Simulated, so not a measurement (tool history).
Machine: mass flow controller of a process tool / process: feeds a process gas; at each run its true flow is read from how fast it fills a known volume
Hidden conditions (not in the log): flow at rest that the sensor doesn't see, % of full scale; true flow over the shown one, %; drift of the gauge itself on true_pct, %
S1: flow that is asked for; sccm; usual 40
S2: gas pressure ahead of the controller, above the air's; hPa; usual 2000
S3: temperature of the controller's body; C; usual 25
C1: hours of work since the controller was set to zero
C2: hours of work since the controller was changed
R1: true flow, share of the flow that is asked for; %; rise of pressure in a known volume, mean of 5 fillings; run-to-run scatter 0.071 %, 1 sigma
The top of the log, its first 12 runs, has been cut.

run,day,S1,S2,S3,C1,C2,R1
13,88.488,40,2000,25,2409,2409,99.51
14,93.971,40,2000,25,2499,2499,99.47
15,100.508,40,2000,25,2607,2607,99.49
16,109.492,40,2000,25,2754,2754,99.49
17,113.421,40,2000,25,2819,2819,99.59
18,119.650,40,2000,25,2921,2921,99.40
19,128.629,8,2000,37,3069,3069,96.73
20,138.117,8,2000,37,3225,3225,96.72
21,142.621,40,2520,25,3299,3299,99.40
22,146.729,26,2140,21,3366,3366,99.10
23,152.967,40,1980,27,3469,3469,99.38
24,159.821,40,1780,30,3581,3581,99.07
25,167.875,8,2530,23,3713,3713,97.79
26,176.162,8,2530,23,3850,3850,97.85
27,181.458,8,2530,23,3937,3937,97.94
28,188.771,12,2460,33,4057,4057,97.25
29,194.142,12,2460,25,4145,4145,97.89
30,202.775,12,2460,25,4287,4287,97.88
31,211.192,12,2460,25,4425,4425,97.93
32,218.875,24,2460,38,4551,4551,97.42
33,225.979,48,2360,32,4668,4668,99.18
34,233.788,40,2000,39,4796,4796,98.21
35,241.558,40,2000,39,4924,4924,98.13
36,251.017,16,2000,39,5079,5079,97.10

Alternative continuations, all from the tool just after run 36; predict every row:
A,259.754,15,2000,39,5223,5223,?
B,259.754,31,2000,24,5223,5223,?
C,259.754,9,1820,29,5223,5223,?
D,259.754,16,2380,39,5223,5223,?

run,R1
A,96.91
B,99.14
C,97.62
D,96.88
Had the tool no hidden state, the same runs would have come out as:
run,R1
A,96.91
B,99.13
C,97.63
D,96.88
